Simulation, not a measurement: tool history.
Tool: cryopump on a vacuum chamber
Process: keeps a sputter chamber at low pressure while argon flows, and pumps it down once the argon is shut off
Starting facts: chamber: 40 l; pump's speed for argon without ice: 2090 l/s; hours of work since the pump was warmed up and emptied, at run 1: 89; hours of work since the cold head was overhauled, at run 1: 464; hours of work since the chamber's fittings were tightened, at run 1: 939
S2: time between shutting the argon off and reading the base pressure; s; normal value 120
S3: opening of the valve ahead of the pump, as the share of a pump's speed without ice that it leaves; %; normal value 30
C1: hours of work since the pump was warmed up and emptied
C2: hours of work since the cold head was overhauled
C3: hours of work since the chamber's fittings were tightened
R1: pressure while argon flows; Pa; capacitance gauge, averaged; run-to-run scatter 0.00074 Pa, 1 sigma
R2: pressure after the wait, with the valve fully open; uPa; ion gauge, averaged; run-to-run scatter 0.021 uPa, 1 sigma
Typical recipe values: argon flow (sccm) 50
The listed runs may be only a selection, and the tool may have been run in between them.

Run 1, day 0: usual settings; C1 89; C2 464; C3 939. Result: R1 0.1374 Pa, R2 0.93 uPa.
Run 2, day 0.583: usual settings; C1 98; C2 472; C3 948. Result: R1 0.1359 Pa, R2 0.95 uPa.
Run 3, day 1.142: usual settings; C1 106; C2 481; C3 957. Result: R1 0.1379 Pa, R2 0.96 uPa.
Run 4, day 1.608: usual settings; C1 113; C2 488; C3 963. Result: R1 0.1375 Pa, R2 0.99 uPa.
Run 5, day 2.362: usual settings; C1 124; C2 499; C3 975. Result: R1 0.1374 Pa, R2 0.96 uPa.
Run 6, day 3.183: usual settings but S2 135 s; C1 137; C2 511; C3 987. Result: R1 0.1376 Pa, R2 0.92 uPa.
Run 7, day 3.542: usual settings but S3 39 %; C1 142; C2 517; C3 992. Result: R1 0.1066 Pa, R2 0.99 uPa.
Run 8, day 4.071: usual settings; C1 150; C2 524; C3 1000. Result: R1 0.1377 Pa, R2 0.97 uPa.
Run 9, day 4.942: usual settings; C1 163; C2 537; C3 1013. Result: R1 0.1395 Pa, R2 0.94 uPa.
Run 10, day 5.754: usual settings but S3 32 %; C1 175; C2 550; C3 1025. Result: R1 0.1311 Pa, R2 0.99 uPa.
Run 11, day 6.125: usual settings but S2 21 s; C1 181; C2 555; C3 1031. Result: R1 0.1394 Pa, R2 2.24 uPa.
Run 12, day 6.754: usual settings but S2 21 s; C1 190; C2 565; C3 1040. Result: R1 0.1394 Pa, R2 2.2 uPa.
Run 13, day 7.588: usual settings but argon flow (sccm) 68, S2 21 s; C1 202; C2 577; C3 1053. Result: R1 0.1904 Pa, R2 2.24 uPa.
Run 14, day 8.4: usual settings but argon flow (sccm) 34; C1 215; C2 589; C3 1065. Result: R1 0.0952 Pa, R2 1.04 uPa.
Run 15, day 9.046: usual settings but argon flow (sccm) 58; C1 224; C2 599; C3 1075. Result: R1 0.1624 Pa, R2 1.05 uPa.
Run 16, day 9.675: usual settings but argon flow (sccm) 58; C1 234; C2 608; C3 1084. Result: R1 0.1616 Pa, R2 1.08 uPa.
Run 17, day 10.471: usual settings but argon flow (sccm) 23; C1 246; C2 620; C3 1096. Result: R1 0.0649 Pa, R2 1.06 uPa.
Run 18, day 10.879: usual settings but argon flow (sccm) 49; C1 252; C2 626; C3 1102. Result: R1 0.1373 Pa, R2 1.06 uPa.
Run 19, day 11.346: usual settings but argon flow (sccm) 40, S2 72 s, S3 18 %; C1 259; C2 633; C3 1109. Result: R1 0.1865 Pa, R2 1.27 uPa.
Run 20, day 11.958: usual settings but argon flow (sccm) 42, S2 23 s, S3 54 %; C1 268; C2 642; C3 1118. Result: R1 0.068 Pa, R2 2.16 uPa.
Run 21, day 12.5: usual settings but argon flow (sccm) 48, S2 45 s, S3 22 %; C1 276; C2 650; C3 1126. Result: R1 0.1844 Pa, R2 1.53 uPa.
Run 22, day 13.021: usual settings but argon flow (sccm) 46, S2 115 s; C1 284; C2 658; C3 1134. Result: R1 0.1304 Pa, R2 1.1 uPa.
Run 23, day 13.842: usual settings but S2 41 s; C1 296; C2 670; C3 1146. Result: R1 0.1424 Pa, R2 1.64 uPa.
Run 24, day 14.362: usual settings but S2 33 s, S3 16 %; C1 304; C2 678; C3 1154. Result: R1 0.2607 Pa, R2 1.82 uPa.
Run 25, day 15.092: usual settings but S2 258 s, S3 21 %; C1 315; C2 689; C3 1165. Result: R1 0.2013 Pa, R2 1.01 uPa.
Run 26, day 15.667: usual settings but argon flow (sccm) 45, S2 154 s, S3 43 %; C1 323; C2 698; C3 1174. Result: R1 0.0919 Pa, R2 1.1 uPa.
Run 27, day 16.408: usual settings but argon flow (sccm) 36, S2 274 s, S3 42 %; C1 334; C2 709; C3 1185. Result: R1 0.0754 Pa, R2 1.01 uPa.
Run 28, day 17.096: usual settings but argon flow (sccm) 46, S2 274 s, S3 16 %; C1 345; C2 719; C3 1195. Result: R1 0.2396 Pa, R2 1.01 uPa.
Run 29, day 17.546: usual settings but argon flow (sccm) 21, S2 155 s, S3 36 %; C1 351; C2 726; C3 1202. Result: R1 0.0512 Pa, R2 1.1 uPa.
Run 30, day 18.038: usual settings but argon flow (sccm) 21, S2 203 s, S3 15 %; C1 359; C2 733; C3 1209. Result: R1 0.1168 Pa, R2 1.09 uPa.
Run 31, day 18.454: usual settings but argon flow (sccm) 21, S2 203 s, S3 15 %; C1 365; C2 739; C3 1215. Result: R1 0.1174 Pa, R2 1.13 uPa.
At day 18.883: pump warmed up, emptied and cooled again.
Run 32, day 19.325: usual settings but S3 23 %; C1 7; C2 749; C3 1225. Result: R1 0.1768 Pa, R2 1.05 uPa.
Run 33, day 20.042: usual settings but S2 196 s; C1 17; C2 760; C3 1236. Result: R1 0.1361 Pa, R2 0.9 uPa.
Run 34, day 20.667: usual settings but S2 196 s; C1 27; C2 769; C3 1245. Result: R1 0.1366 Pa, R2 0.97 uPa.
At day 21.225: leaking fittings of the chamber tightened, without venting.
Run 35, day 21.475: usual settings but argon flow (sccm) 33, S2 161 s, S3 40 %; C1 37; C2 780; C3 4. Result: R1 0.0676 Pa, R2 0.34 uPa.

Each row is a separate what-if for the run after 35, all from the same tool condition, not one after another. Results?
Run A, day 22.358: usual settings but argon flow (sccm) 36, S3 38 %; C1 51; C2 793; C3 17. Result: R1 ?, R2 ?.
Run B, day 22.358: usual settings but argon flow (sccm) 33, S2 141 s, S3 47 %; C1 51; C2 793; C3 17. Result: R1 ?, R2 ?.
Run C, day 22.358: usual settings but argon flow (sccm) 85, S2 21 s, S3 46 %; C1 51; C2 793; C3 17. Result: R1 ?, R2 ?.

run      R1    R2
  A   0.078  0.42
  B  0.0586  0.42
  C  0.1528   1.6
The same runs, with their run-to-run variation unchanged, on a tool lacking any hidden condition would have given:
run      R1    R2
  A  0.0767  0.39
  B  0.0574  0.38
  C  0.1496  1.57
